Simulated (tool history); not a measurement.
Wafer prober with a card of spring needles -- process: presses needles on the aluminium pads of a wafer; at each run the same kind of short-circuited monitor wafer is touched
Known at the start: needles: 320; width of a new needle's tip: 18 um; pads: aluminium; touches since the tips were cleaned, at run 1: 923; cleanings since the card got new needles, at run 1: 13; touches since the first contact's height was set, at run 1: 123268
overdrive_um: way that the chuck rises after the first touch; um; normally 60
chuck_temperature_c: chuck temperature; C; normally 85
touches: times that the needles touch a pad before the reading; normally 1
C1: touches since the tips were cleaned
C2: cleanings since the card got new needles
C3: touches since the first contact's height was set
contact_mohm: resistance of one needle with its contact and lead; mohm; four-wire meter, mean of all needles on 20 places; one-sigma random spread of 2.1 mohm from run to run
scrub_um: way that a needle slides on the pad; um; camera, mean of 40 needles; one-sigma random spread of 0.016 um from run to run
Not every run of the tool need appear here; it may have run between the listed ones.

run 1 hour=0.0 | overdrive_um=60 chuck_temperature_c=85 touches=1 | C1=923 C2=13 C3=123268 | contact_mohm=261 scrub_um=14.49
run 2 hour=13.6 | overdrive_um=60 chuck_temperature_c=85 touches=1 | C1=7000 C2=13 C3=129345 | contact_mohm=332 scrub_um=14.48
-- hour=17.8 tips cleaned on abrasive film
run 3 hour=23.4 | overdrive_um=60 chuck_temperature_c=85 touches=1 | C1=2474 C2=14 C3=133688 | contact_mohm=292 scrub_um=14.46
run 4 hour=32.9 | overdrive_um=60 chuck_temperature_c=85 touches=1 | C1=6754 C2=14 C3=137968 | contact_mohm=336 scrub_um=14.45
-- hour=38.3 tips cleaned on abrasive film
-- hour=39.9 height of the first contact set anew
run 5 hour=44.1 | overdrive_um=60 chuck_temperature_c=85 touches=1 | C1=2463 C2=15 C3=1883 | contact_mohm=292 scrub_um=14.29
run 6 hour=54.6 | overdrive_um=60 chuck_temperature_c=85 touches=1 | C1=7153 C2=15 C3=6573 | contact_mohm=333 scrub_um=14.29
-- hour=58.7 tips cleaned on abrasive film
run 7 hour=64.3 | overdrive_um=60 chuck_temperature_c=85 touches=1 | C1=2511 C2=16 C3=10901 | contact_mohm=290 scrub_um=14.24
-- hour=76.4 height of the first contact set anew, once more
run 8 hour=77.8 | overdrive_um=60 chuck_temperature_c=45 touches=1 | C1=8414 C2=16 C3=625 | contact_mohm=337 scrub_um=14.72
-- hour=78.7 tips cleaned on abrasive film
run 9 hour=85.3 | overdrive_um=60 chuck_temperature_c=85 touches=1 | C1=2976 C2=17 C3=3937 | contact_mohm=306 scrub_um=14.71
run 10 hour=93.6 | overdrive_um=60 chuck_temperature_c=29 touches=1 | C1=6679 C2=17 C3=7640 | contact_mohm=330 scrub_um=14.72
-- hour=98.3 tips cleaned on abrasive film
run 11 hour=101.4 | overdrive_um=60 chuck_temperature_c=29 touches=1 | C1=1394 C2=18 C3=11086 | contact_mohm=260 scrub_um=14.66
run 12 hour=109.4 | overdrive_um=60 chuck_temperature_c=29 touches=1 | C1=4973 C2=18 C3=14665 | contact_mohm=306 scrub_um=14.69
-- hour=118.7 tips cleaned on abrasive film
run 13 hour=118.7 | overdrive_um=60 chuck_temperature_c=29 touches=1 | C1=0 C2=19 C3=18786 | contact_mohm=224 scrub_um=14.66
run 14 hour=125.5 | overdrive_um=60 chuck_temperature_c=29 touches=1 | C1=3037 C2=19 C3=21823 | contact_mohm=289 scrub_um=14.65
run 15 hour=132.6 | overdrive_um=60 chuck_temperature_c=29 touches=1 | C1=6224 C2=19 C3=25010 | contact_mohm=326 scrub_um=14.67
-- hour=138.4 tips cleaned on abrasive film
run 16 hour=145.2 | overdrive_um=60 chuck_temperature_c=29 touches=1 | C1=3026 C2=20 C3=30604 | contact_mohm=294 scrub_um=14.65
run 17 hour=151.9 | overdrive_um=44 chuck_temperature_c=29 touches=1 | C1=6041 C2=20 C3=33619 | contact_mohm=415 scrub_um=10.73
-- hour=157.8 tips cleaned on abrasive film
run 18 hour=161.2 | overdrive_um=60 chuck_temperature_c=85 touches=2 | C1=1537 C2=21 C3=37736 | contact_mohm=263 scrub_um=14.62
run 19 hour=174.3 | overdrive_um=60 chuck_temperature_c=85 touches=2 | C1=7398 C2=21 C3=43597 | contact_mohm=304 scrub_um=14.63
-- hour=177.9 tips cleaned on abrasive film
run 20 hour=188.1 | overdrive_um=58 chuck_temperature_c=85 touches=2 | C1=4556 C2=22 C3=49719 | contact_mohm=286 scrub_um=14.12
run 21 hour=196.6 | overdrive_um=75 chuck_temperature_c=28 touches=1 | C1=8353 C2=22 C3=53516 | contact_mohm=292 scrub_um=18.29
-- hour=197.9 tips cleaned on abrasive film
run 22 hour=207.2 | overdrive_um=51 chuck_temperature_c=28 touches=2 | C1=4144 C2=23 C3=58227 | contact_mohm=286 scrub_um=12.38
run 23 hour=216.9 | overdrive_um=45 chuck_temperature_c=116 touches=1 | C1=8494 C2=23 C3=62577 | contact_mohm=424 scrub_um=10.94
-- hour=217.8 tips cleaned on abrasive film
run 24 hour=228.4 | overdrive_um=72 chuck_temperature_c=34 touches=1 | C1=4733 C2=24 C3=67662 | contact_mohm=283 scrub_um=17.54
-- hour=237.9 tips cleaned on abrasive film
run 25 hour=240.7 | overdrive_um=48 chuck_temperature_c=34 touches=1 | C1=1236 C2=25 C3=73144 | contact_mohm=282 scrub_um=11.60
run 26 hour=251.2 | overdrive_um=58 chuck_temperature_c=85 touches=1 | C1=5935 C2=25 C3=77843 | contact_mohm=332 scrub_um=14.07
-- hour=257.7 tips cleaned on abrasive film
run 27 hour=260.3 | overdrive_um=52 chuck_temperature_c=46 touches=1 | C1=1174 C2=26 C3=81876 | contact_mohm=278 scrub_um=12.58
run 28 hour=272.3 | overdrive_um=52 chuck_temperature_c=46 touches=1 | C1=6552 C2=26 C3=87254 | contact_mohm=363 scrub_um=12.60
-- hour=277.4 tips cleaned on abrasive film
run 29 hour=281.3 | overdrive_um=52 chuck_temperature_c=46 touches=1 | C1=1744 C2=27 C3=91241 | contact_mohm=287 scrub_um=12.56
run 30 hour=287.7 | overdrive_um=50 chuck_temperature_c=28 touches=1 | C1=4616 C2=27 C3=94113 | contact_mohm=351 scrub_um=12.09
-- hour=296.8 tips cleaned on abrasive film
run 31 hour=296.8 | overdrive_um=41 chuck_temperature_c=28 touches=1 | C1=0 C2=28 C3=98136 | contact_mohm=240 scrub_um=9.84
run 32 hour=306.7 | overdrive_um=41 chuck_temperature_c=28 touches=1 | C1=4410 C2=28 C3=102546 | contact_mohm=404 scrub_um=9.82
-- hour=316.3 tips cleaned on abrasive film
run 33 hour=319.9 | overdrive_um=53 chuck_temperature_c=85 touches=2 | C1=1606 C2=29 C3=108435 | contact_mohm=275 scrub_um=12.77
run 34 hour=329.9 | overdrive_um=53 chuck_temperature_c=85 touches=2 | C1=6077 C2=29 C3=112906 | contact_mohm=309 scrub_um=12.75
-- hour=335.9 tips cleaned on abrasive film
run 35 hour=339.2 | overdrive_um=53 chuck_temperature_c=85 touches=2 | C1=1460 C2=30 C3=117017 | contact_mohm=266 scrub_um=12.74

For each entry between runs, how does the tool's hidden state at the last listed run before it compare with that at the first listed run after it?
In the gap between runs 2 and 3: tips cleaned on abrasive film (hour 17.8)
  debris on the tips, nm: 87.7 -> 48.6; way that the needles fall short of the set height, um: 0.96 -> 1.02; tips' diameter, um: 18.34 -> 18.36
  what was measured, less what the result would be without the hidden state, contact_mohm: +95 -> +53 mohm; scrub_um: -0.23 -> -0.25 um
In the gap between runs 4 and 5: tips cleaned on abrasive film (hour 38.3); height of the first contact set anew (hour 39.9)
  debris on the tips, nm: 88.6 -> 48.3; way that the needles fall short of the set height, um: 1.02 -> 1.75; tips' diameter, um: 18.36 -> 18.38
  what was measured, less what the result would be without the hidden state, contact_mohm: +98 -> +54 mohm; scrub_um: -0.25 -> -0.43 um
In the gap between runs 6 and 7: tips cleaned on abrasive film (hour 58.7)
  debris on the tips, nm: 90 -> 51.1; way that the needles fall short of the set height, um: 1.75 -> 1.84; tips' diameter, um: 18.38 -> 18.41
  what was measured, less what the result would be without the hidden state, contact_mohm: +99 -> +57 mohm; scrub_um: -0.43 -> -0.46 um
In the gap between runs 7 and 8: height of the first contact set anew, once more (hour 76.4)
  debris on the tips, nm: 51.1 -> 98.9; way that the needles fall short of the set height, um: 1.84 -> 0
  what was measured, less what the result would be without the hidden state, contact_mohm: +57 -> +111 mohm; scrub_um: -0.46 -> +0.00 um
In the gap between runs 8 and 9: tips cleaned on abrasive film (hour 78.7)
  debris on the tips, nm: 98.9 -> 61.3; way that the needles fall short of the set height, um: 0 -> 0.07; tips' diameter, um: 18.41 -> 18.44
  what was measured, less what the result would be without the hidden state, contact_mohm: +111 -> +66 mohm; scrub_um: +0.00 -> -0.01 um
In the gap between runs 10 and 11: tips cleaned on abrasive film (hour 98.3)
  debris on the tips, nm: 93 -> 34.3; way that the needles fall short of the set height, um: 0.07 -> 0.14; tips' diameter, um: 18.44 -> 18.46
  what was measured, less what the result would be without the hidden state, contact_mohm: +107 -> +40 mohm; scrub_um: -0.01 -> -0.03 um
In the gap between runs 12 and 13: tips cleaned on abrasive film (hour 118.7)
  debris on the tips, nm: 74.9 -> 4.2; way that the needles fall short of the set height, um: 0.14 -> 0.22; tips' diameter, um: 18.46 -> 18.49
  what was measured, less what the result would be without the hidden state, contact_mohm: +87 -> +5 mohm; scrub_um: -0.03 -> -0.06 um
In the gap between runs 15 and 16: tips cleaned on abrasive film (hour 138.4)
  debris on the tips, nm: 86.8 -> 61.3; way that the needles fall short of the set height, um: 0.22 -> 0.3; tips' diameter, um: 18.49 -> 18.52
  what was measured, less what the result would be without the hidden state, contact_mohm: +103 -> +73 mohm; scrub_um: -0.05 -> -0.07 um
In the gap between runs 17 and 18: tips cleaned on abrasive film (hour 157.8)
  debris on the tips, nm: 87.6 -> 38.1; way that the needles fall short of the set height, um: 0.3 -> 0.36; tips' diameter, um: 18.52 -> 18.54
  what was measured, less what the result would be without the hidden state, contact_mohm: +185 -> +26 mohm; scrub_um: -0.07 -> -0.09 um
In the gap between runs 19 and 20: tips cleaned on abrasive film (hour 177.9)
  debris on the tips, nm: 94.7 -> 70.4; way that the needles fall short of the set height, um: 0.36 -> 0.45; tips' diameter, um: 18.54 -> 18.57
  what was measured, less what the result would be without the hidden state, contact_mohm: +63 -> +50 mohm; scrub_um: -0.09 -> -0.11 um
In the gap between runs 21 and 22: tips cleaned on abrasive film (hour 197.9)
  debris on the tips, nm: 96.1 -> 67.5; way that the needles fall short of the set height, um: 0.45 -> 0.5; tips' diameter, um: 18.57 -> 18.59
  what was measured, less what the result would be without the hidden state, contact_mohm: +76 -> +65 mohm; scrub_um: -0.11 -> -0.12 um
In the gap between runs 23 and 24: tips cleaned on abrasive film (hour 217.8)
  debris on the tips, nm: 97.4 -> 74.8; way that the needles fall short of the set height, um: 0.5 -> 0.58; tips' diameter, um: 18.59 -> 18.62
  what was measured, less what the result would be without the hidden state, contact_mohm: +172 -> +64 mohm; scrub_um: -0.12 -> -0.14 um
In the gap between runs 24 and 25: tips cleaned on abrasive film (hour 237.9)
  debris on the tips, nm: 74.8 -> 32.6; way that the needles fall short of the set height, um: 0.58 -> 0.67; tips' diameter, um: 18.62 -> 18.65
  what was measured, less what the result would be without the hidden state, contact_mohm: +64 -> +59 mohm; scrub_um: -0.14 -> -0.16 um
In the gap between runs 26 and 27: tips cleaned on abrasive film (hour 257.7)
  debris on the tips, nm: 86.1 -> 32.8; way that the needles fall short of the set height, um: 0.67 -> 0.73; tips' diameter, um: 18.65 -> 18.67
  what was measured, less what the result would be without the hidden state, contact_mohm: +99 -> +51 mohm; scrub_um: -0.17 -> -0.18 um
In the gap between runs 28 and 29: tips cleaned on abrasive film (hour 277.4)
  debris on the tips, nm: 89.9 -> 40; way that the needles fall short of the set height, um: 0.73 -> 0.82; tips' diameter, um: 18.67 -> 18.7
  what was measured, less what the result would be without the hidden state, contact_mohm: +137 -> +61 mohm; scrub_um: -0.18 -> -0.20 um
In the gap between runs 30 and 31: tips cleaned on abrasive film (hour 296.8)
  debris on the tips, nm: 75.8 -> 4; way that the needles fall short of the set height, um: 0.82 -> 0.9; tips' diameter, um: 18.7 -> 18.73
  what was measured, less what the result would be without the hidden state, contact_mohm: +127 -> +12 mohm; scrub_um: -0.20 -> -0.22 um
In the gap between runs 32 and 33: tips cleaned on abrasive film (hour 316.3)
  debris on the tips, nm: 69.8 -> 42.2; way that the needles fall short of the set height, um: 0.9 -> 0.97; tips' diameter, um: 18.73 -> 18.75
  what was measured, less what the result would be without the hidden state, contact_mohm: +175 -> +36 mohm; scrub_um: -0.22 -> -0.24 um
In the gap between runs 34 and 35: tips cleaned on abrasive film (hour 335.9)
  debris on the tips, nm: 87.3 -> 30.8; way that the needles fall short of the set height, um: 0.97 -> 1.03; tips' diameter, um: 18.75 -> 18.77
  what was measured, less what the result would be without the hidden state, contact_mohm: +74 -> +27 mohm; scrub_um: -0.24 -> -0.25 um

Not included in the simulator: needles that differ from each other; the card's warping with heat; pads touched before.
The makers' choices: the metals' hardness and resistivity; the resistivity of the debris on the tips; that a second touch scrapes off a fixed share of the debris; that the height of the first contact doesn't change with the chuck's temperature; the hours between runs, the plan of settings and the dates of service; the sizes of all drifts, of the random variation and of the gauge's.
